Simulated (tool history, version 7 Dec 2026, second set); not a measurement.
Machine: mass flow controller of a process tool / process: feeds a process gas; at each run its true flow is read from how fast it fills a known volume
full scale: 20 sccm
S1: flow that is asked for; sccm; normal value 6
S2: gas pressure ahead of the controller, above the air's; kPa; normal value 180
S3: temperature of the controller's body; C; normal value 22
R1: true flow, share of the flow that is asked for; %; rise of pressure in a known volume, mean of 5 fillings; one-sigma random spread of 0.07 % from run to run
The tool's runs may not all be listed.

run      day  S1   S2  S3     R1
  1        0   6  180  22  94.46
  2    7.742   6  216  22  94.49
  3   15.775   6  216  22  94.49
  4   23.996   6  180  22  94.22
  5   28.746   6  180  22  94.21
      30.904  -- controller's zero set anew
  6   33.983   9  180  22  97.65
  7   40.392   9  180  22   97.8
  8   48.742   6  180  22   97.3
  9   53.996   6  180  22  97.39
 10   64.679   6  182  22   97.2
 11   71.096   6  182  22  96.97
 12   76.146   6  182  22  97.12
 13   81.642   6  180  22     97
 14   86.412   6  180  22  96.77
 15   92.125   6  176  22  96.78
 16  101.138   6  190  22  96.77
     107.592  -- controller exchanged for a calibrated one
 17  111.679   6  190  22  98.81
 18  116.112   6  180  22  98.67
 19  121.117   5  202  35  97.18
 20  127.479  19  192  26  99.34
 21  135.358   8  257  22  98.97
 22  142.354   8  257  22  98.97
 23  150.442   4  151  39  95.71
 24  158.875   4  151  39   95.7
 25  163.492   7  180  22   98.2
 26   171.65   7  180  22  98.18
 27  178.579   7  180  34  96.65
 28  187.733   6  156  22   97.7
 29  195.671   7  177  22  97.87
 30  204.075   4  269  34  96.09
 31  210.162  15  156  22  98.63

For run 32, what comes out?
 32  215.396  15  156  22   ?

Run 32 came out at R1 98.67 %.
Take away the tool's hidden state, keep the run-to-run variation as it was, and the same run would have given R1 99.69 %.
